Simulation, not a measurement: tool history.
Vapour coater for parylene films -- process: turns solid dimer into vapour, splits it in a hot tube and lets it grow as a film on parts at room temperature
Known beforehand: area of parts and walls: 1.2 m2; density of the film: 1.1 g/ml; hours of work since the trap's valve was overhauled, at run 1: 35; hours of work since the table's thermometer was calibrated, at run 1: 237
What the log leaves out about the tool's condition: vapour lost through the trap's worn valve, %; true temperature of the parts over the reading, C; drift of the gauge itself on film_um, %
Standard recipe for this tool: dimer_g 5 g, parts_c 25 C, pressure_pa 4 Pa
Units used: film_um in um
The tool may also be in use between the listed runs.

run   hour  dimer_g  parts_c  pressure_pa  hours of work since the trap's valve was overhauled  hours of work since the table's thermometer was calibrated  film_um
  1      0        5       25            4                                                   35                                                         237     2.18
  2   35.7        9       25            4                                                   64                                                         266     3.97
  3   64.2        5       36            4                                                   87                                                         289     1.52
  4   93.9        5       36            4                                                  111                                                         313     1.51
  5  127.6        5       36            4                                                  138                                                         340     1.52
  6  164.8        5       36            4                                                  168                                                         370     1.53
  7  188.7        5       36            4                                                  188                                                         390     1.53
  8  234.9        5       36            4                                                  225                                                         427     1.52
  9  260.8        5       36            4                                                  246                                                         448     1.51
 10  302.1        5       36            4                                                  279                                                         481     1.51
 11  322.4        5       36            4                                                  296                                                         498      1.5

Run 12 comes next. What will it give?
 12   359        5       19         9.11                                                  325                                                         527        ?

Run 12 yielded film_um 2.34 um.
With no hidden state in the tool, this same run would have given film_um 2.34 um.
